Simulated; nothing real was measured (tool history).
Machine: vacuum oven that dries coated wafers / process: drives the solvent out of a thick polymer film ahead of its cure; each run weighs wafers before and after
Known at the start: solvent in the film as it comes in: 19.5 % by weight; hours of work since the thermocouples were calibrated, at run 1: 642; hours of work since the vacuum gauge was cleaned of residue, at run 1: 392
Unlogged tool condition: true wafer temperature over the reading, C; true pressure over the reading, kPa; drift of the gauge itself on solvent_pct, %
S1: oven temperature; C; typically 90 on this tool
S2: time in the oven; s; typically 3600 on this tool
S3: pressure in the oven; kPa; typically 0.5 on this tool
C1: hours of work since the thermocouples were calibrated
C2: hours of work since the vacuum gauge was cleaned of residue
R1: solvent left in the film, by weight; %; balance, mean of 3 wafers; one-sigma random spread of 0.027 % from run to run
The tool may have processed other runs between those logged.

run	hour	S1	S2	S3	C1	C2	R1
1	0	90	3600	0.5	642	392	2.96
2	39.8	90	3600	0.5	659	409	2.98
3	79.4	90	3600	0.5	676	426	3
4	120	90	3600	0.5	693	443	3
5	148.2	103	3600	0.5	705	455	0.71
6	179.3	103	3600	0.5	719	469	0.69
7	214.6	103	3600	0.5	734	484	0.67
8	251.4	103	3600	0.5	750	500	0.69
9	289	103	3600	0.5	766	516	0.71
10	321.7	94	3600	0.5	780	530	2.02
11	358	94	3600	0.5	795	545	2.05
12	376.1	103	1800	0.5	803	553	2.58
13	398.8	103	1800	0.5	813	563	2.64
14	431.8	103	1800	0.5	827	577	2.6

Predict the results of run 15:
15	459.9	79	4920	0.5	839	589	?

{"run 15": {"R1": 5.16}}
Take away the tool's hidden state, keep the run-to-run variation as it was, and the same run would have given R1 4.79 %.

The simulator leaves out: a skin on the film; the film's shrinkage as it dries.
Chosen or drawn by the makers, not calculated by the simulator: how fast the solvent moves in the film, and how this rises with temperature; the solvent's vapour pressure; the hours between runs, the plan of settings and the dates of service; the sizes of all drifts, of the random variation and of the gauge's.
